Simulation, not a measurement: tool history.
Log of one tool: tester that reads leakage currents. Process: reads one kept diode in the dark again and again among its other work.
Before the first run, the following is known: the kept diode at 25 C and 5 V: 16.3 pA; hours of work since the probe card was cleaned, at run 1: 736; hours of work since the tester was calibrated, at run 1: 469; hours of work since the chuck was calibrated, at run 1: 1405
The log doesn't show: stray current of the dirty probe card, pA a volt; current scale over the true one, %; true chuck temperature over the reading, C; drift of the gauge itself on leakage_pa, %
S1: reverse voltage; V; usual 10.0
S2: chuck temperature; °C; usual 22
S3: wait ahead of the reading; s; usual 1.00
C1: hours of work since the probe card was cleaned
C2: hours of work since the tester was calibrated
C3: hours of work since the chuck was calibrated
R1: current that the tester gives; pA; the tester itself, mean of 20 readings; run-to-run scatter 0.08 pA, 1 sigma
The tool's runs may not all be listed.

{"run": 1, "hour": 0.0, "S1": 10.0, "S2": 22, "S3": 1.0, "C1": 736, "C2": 469, "C3": 1405, "R1": 23.34}
{"run": 2, "hour": 55.8, "S1": 10.0, "S2": 22, "S3": 1.0, "C1": 772, "C2": 505, "C3": 1441, "R1": 23.45}
{"run": 3, "hour": 130.4, "S1": 10.0, "S2": 22, "S3": 1.0, "C1": 821, "C2": 554, "C3": 1490, "R1": 23.64}
{"run": 4, "hour": 165.6, "S1": 10.0, "S2": 22, "S3": 1.0, "C1": 844, "C2": 577, "C3": 1513, "R1": 23.47}
{"run": 5, "hour": 224.7, "S1": 10.0, "S2": 22, "S3": 1.0, "C1": 883, "C2": 615, "C3": 1551, "R1": 23.6}
{"run": 6, "hour": 270.2, "S1": 10.0, "S2": 22, "S3": 1.0, "C1": 912, "C2": 645, "C3": 1581, "R1": 23.8}
{"run": 7, "hour": 338.1, "S1": 10.0, "S2": 22, "S3": 1.0, "C1": 957, "C2": 689, "C3": 1625, "R1": 23.83}
{"run": 8, "hour": 408.9, "S1": 10.0, "S2": 49, "S3": 1.0, "C1": 1003, "C2": 735, "C3": 1671, "R1": 199.68}
{"run": 9, "hour": 485.2, "S1": 10.0, "S2": 34, "S3": 1.0, "C1": 1052, "C2": 785, "C3": 1721, "R1": 62.11}
{"run": 10, "hour": 544.8, "S1": 10.2, "S2": 22, "S3": 1.0, "C1": 1091, "C2": 824, "C3": 1760, "R1": 24.45}
{"run": 11, "hour": 615.5, "S1": 10.2, "S2": 22, "S3": 1.0, "C1": 1137, "C2": 870, "C3": 1806, "R1": 24.68}
{"run": 12, "hour": 647.5, "S1": 10.2, "S2": 22, "S3": 1.0, "C1": 1158, "C2": 891, "C3": 1827, "R1": 24.7}
{"run": 13, "hour": 689.6, "S1": 4.8, "S2": 22, "S3": 1.0, "C1": 1186, "C2": 918, "C3": 1854, "R1": 15.27}
{"run": 14, "hour": 749.1, "S1": 4.8, "S2": 52, "S3": 8.13, "C1": 1225, "C2": 957, "C3": 1893, "R1": 163.22}
{"run": 15, "hour": 817.5, "S1": 2.3, "S2": 54, "S3": 8.13, "C1": 1269, "C2": 1002, "C3": 1938, "R1": 123.25}
{"run": 16, "hour": 863.2, "S1": 2.3, "S2": 54, "S3": 8.13, "C1": 1299, "C2": 1032, "C3": 1967, "R1": 123.38}
{"run": 17, "hour": 916.9, "S1": 2.3, "S2": 54, "S3": 8.13, "C1": 1334, "C2": 1067, "C3": 2003, "R1": 123.51}
{"run": 18, "hour": 971.0, "S1": 2.3, "S2": 43, "S3": 2.63, "C1": 1369, "C2": 1102, "C3": 2038, "R1": 53.1}
{"hour": 1006.5, "done": "chuck's temperature calibrated"}
{"run": 19, "hour": 1010.0, "S1": 10.0, "S2": 50, "S3": 4.44, "C1": 1393, "C2": 1126, "C3": 2, "R1": 197.91}
{"run": 20, "hour": 1079.2, "S1": 10.0, "S2": 50, "S3": 4.44, "C1": 1439, "C2": 1171, "C3": 47, "R1": 200.0}
{"run": 21, "hour": 1151.3, "S1": 4.5, "S2": 45, "S3": 2.43, "C1": 1486, "C2": 1218, "C3": 94, "R1": 85.2}
{"run": 22, "hour": 1199.6, "S1": 4.5, "S2": 35, "S3": 0.65, "C1": 1517, "C2": 1250, "C3": 126, "R1": 39.47}
{"run": 23, "hour": 1234.6, "S1": 2.5, "S2": 22, "S3": 2.58, "C1": 1540, "C2": 1272, "C3": 149, "R1": 9.02}
{"run": 24, "hour": 1281.7, "S1": 2.8, "S2": 56, "S3": 1.0, "C1": 1571, "C2": 1303, "C3": 179, "R1": 149.19}
{"run": 25, "hour": 1318.8, "S1": 5.2, "S2": 22, "S3": 0.39, "C1": 1595, "C2": 1327, "C3": 204, "R1": 17.05}

Consider 5 possible next runs. They are alternatives, not a sequence: every one starts from the tool as it was left by run 25. What does each give?
{"run": "A", "hour": 1369.0, "S1": 12.7, "S2": 22, "S3": 3.88, "C1": 1628, "C2": 1360, "C3": 236, "R1": "?"}
{"run": "B", "hour": 1369.0, "S1": 10.0, "S2": 30, "S3": 1.0, "C1": 1628, "C2": 1360, "C3": 236, "R1": "?"}
{"run": "C", "hour": 1369.0, "S1": 1.1, "S2": 59, "S3": 0.76, "C1": 1628, "C2": 1360, "C3": 236, "R1": "?"}
{"run": "D", "hour": 1369.0, "S1": 4.2, "S2": 34, "S3": 6.75, "C1": 1628, "C2": 1360, "C3": 236, "R1": "?"}
{"run": "E", "hour": 1369.0, "S1": 11.4, "S2": 22, "S3": 1.0, "C1": 1628, "C2": 1360, "C3": 236, "R1": "?"}

run=A R1=25.49
run=B R1=43.00
run=C R1=108.21
run=D R1=33.61
run=E R1=25.65
With the hidden condition removed and each run's random variation left untouched, the same runs would have given:
run=A R1=22.26
run=B R1=40.47
run=C R1=107.97
run=D R1=32.58
run=E R1=22.74
